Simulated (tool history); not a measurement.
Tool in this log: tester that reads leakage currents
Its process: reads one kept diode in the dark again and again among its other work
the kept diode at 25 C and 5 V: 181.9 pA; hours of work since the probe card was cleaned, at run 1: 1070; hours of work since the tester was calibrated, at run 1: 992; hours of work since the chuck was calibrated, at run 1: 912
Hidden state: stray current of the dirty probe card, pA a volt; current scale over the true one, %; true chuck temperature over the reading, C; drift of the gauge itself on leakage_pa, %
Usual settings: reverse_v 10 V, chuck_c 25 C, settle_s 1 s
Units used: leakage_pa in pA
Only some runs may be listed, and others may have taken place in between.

run   hour  reverse_v  chuck_c  settle_s  hours of work since the probe card was cleaned  hours of work since the tester was calibrated  hours of work since the chuck was calibrated  leakage_pa
  1      0         10       25         1                                            1070                                            992                                           912      273.58
  2   49.3         10       25         1                                            1107                                           1028                                           949      275.56
  3   97.6         10       25         1                                            1143                                           1064                                           985      275.61
  4  165.2         10       25         1                                            1193                                           1114                                          1035      275.92
  5  217.5         10       25      0.32                                            1232                                           1153                                          1074       284.3
  6  256.6         10       25      0.32                                            1261                                           1182                                          1103      284.23
  7  324.8        4.2       25      0.32                                            1311                                           1233                                          1153      169.86
     377.5  -- chuck's temperature calibrated
  8  404.3        4.2       25      0.32                                            1369                                           1290                                            20      169.65
  9  471.8        4.2       56       6.2                                            1419                                           1340                                            70     2563.08
 10  532.5        4.2       56       6.2                                            1464                                           1385                                           115     2565.74
 11  567.9        4.2       56       6.2                                            1490                                           1412                                           141     2555.65
 12  612.6        8.8       32       6.2                                            1523                                           1445                                           174      493.11
 13  651.1        1.2       32      1.05                                            1552                                           1473                                           203      156.27
 14    711        1.2       32      1.05                                            1596                                           1518                                           247      155.66
 15    781        1.2       32      1.05                                            1648                                           1570                                           299      156.77

Below are 3 alternative next runs, each starting from the tool's condition after run 15. Predict each:
  A  841.3         10       42         1                                            1693                                           1615                                           344           ?
  B  841.3        5.3       25         1                                            1693                                           1615                                           344           ?
  C  841.3        9.1       24      3.66                                            1693                                           1615                                           344           ?

run  leakage_pa
  A     1313.01
  B       189.8
  C      233.65
What these runs would have given with no unlogged condition in the tool:
run  leakage_pa
  A     1312.49
  B      189.69
  C      233.48

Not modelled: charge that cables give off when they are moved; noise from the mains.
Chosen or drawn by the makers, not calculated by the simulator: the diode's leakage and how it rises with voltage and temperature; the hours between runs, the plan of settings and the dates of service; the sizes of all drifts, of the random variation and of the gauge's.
